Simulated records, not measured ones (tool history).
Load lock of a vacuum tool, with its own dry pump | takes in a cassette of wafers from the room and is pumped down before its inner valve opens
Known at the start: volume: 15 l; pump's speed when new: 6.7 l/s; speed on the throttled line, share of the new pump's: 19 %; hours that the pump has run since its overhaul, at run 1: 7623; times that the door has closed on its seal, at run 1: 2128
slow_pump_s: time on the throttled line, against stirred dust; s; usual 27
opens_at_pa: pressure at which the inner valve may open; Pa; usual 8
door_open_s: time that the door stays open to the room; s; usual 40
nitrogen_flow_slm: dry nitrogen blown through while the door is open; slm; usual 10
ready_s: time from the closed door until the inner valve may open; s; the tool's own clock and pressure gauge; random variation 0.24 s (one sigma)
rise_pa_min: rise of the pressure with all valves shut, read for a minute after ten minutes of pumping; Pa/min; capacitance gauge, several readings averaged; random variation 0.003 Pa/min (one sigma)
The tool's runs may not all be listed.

run      day  slow_pump_s  opens_at_pa  door_open_s  nitrogen_flow_slm  hours that the pump has run since its overhaul  times that the door has closed on its seal  incoming humidity of the room's air, %  ready_s  rise_pa_min
  1    0.000           27            8           40                 10                                            7623                                        2128                                    42.6     44.5        0.053
  2    4.221           27            8           40                 10                                            7724                                        2299                                    43.2     44.8        0.052
  3   10.617           37            8           40                 10                                            7878                                        2558                                    42.0     52.9        0.054
  4   16.767           37            8           40                 10                                            8025                                        2808                                    39.4     52.4        0.059
  5   23.775           27            8           29                 10                                            8194                                        3092                                    41.3     44.8        0.051
  6   30.158           27           11           29                 10                                            8347                                        3351                                    45.1     44.0        0.058
  7   37.221           27           11           29                 10                                            8516                                        3638                                    43.6     43.8        0.052
  8   41.633           50            8           40                 10                                            8622                                        3816                                    48.9     62.8        0.065
  9   46.629           50            8           40                 10                                            8742                                        4019                                    48.0     63.2        0.063
 10   50.304           28            8           40                 10                                            8830                                        4168                                    45.7     45.4        0.063
 11   55.933           28            9          221                 10                                            8965                                        4396                                    44.1     45.2        0.101
 12   61.267           28            9          221                 10                                            9093                                        4613                                    44.0     45.0        0.103
 13   68.942           50            8          182                 10                                            9278                                        4924                                    43.3     63.2        0.097
 14   74.162           50            8          182                 10                                            9403                                        5136                                    44.6     62.8        0.098
 15   79.671           50            8          182                 10                                            9535                                        5359                                    41.4     63.6        0.091
 16   88.104           20            8          105                 10                                            9738                                        5701                                    41.4     39.7        0.078
 17   92.767           26            8          134                 10                                            9849                                        5890                                    45.0     44.2        0.090
 18  100.646           15            9           40                 10                                           10039                                        6210                                    45.7     35.3        0.068
 19  107.917           15            9           40                 10                                           10213                                        6505                                    45.4     35.6        0.067

5 ways to go on from here, each from the tool as it stands after run 19. What would each give?
  A  113.875           22            8           64                 10                                           10356                                        6746                                    42.0        ?            ?
  B  113.875           47           11           40                 18                                           10356                                        6746                                    43.5        ?            ?
  C  113.875           15            8           40                  8                                           10356                                        6746                                    44.6        ?            ?
  D  113.875           15            9           33                 33                                           10356                                        6746                                    46.4        ?            ?
  E  113.875           15            9          140                 10                                           10356                                        6746                                    44.0        ?            ?

run  ready_s  rise_pa_min
  A     40.8        0.075
  B     59.7        0.063
  C     35.8        0.066
  D     35.0        0.050
  E     35.6        0.092
Without the tool's hidden state the same runs would have given:
run  ready_s  rise_pa_min
  A     38.9        0.058
  B     58.4        0.045
  C     33.7        0.048
  D     33.1        0.033
  E     33.7        0.075
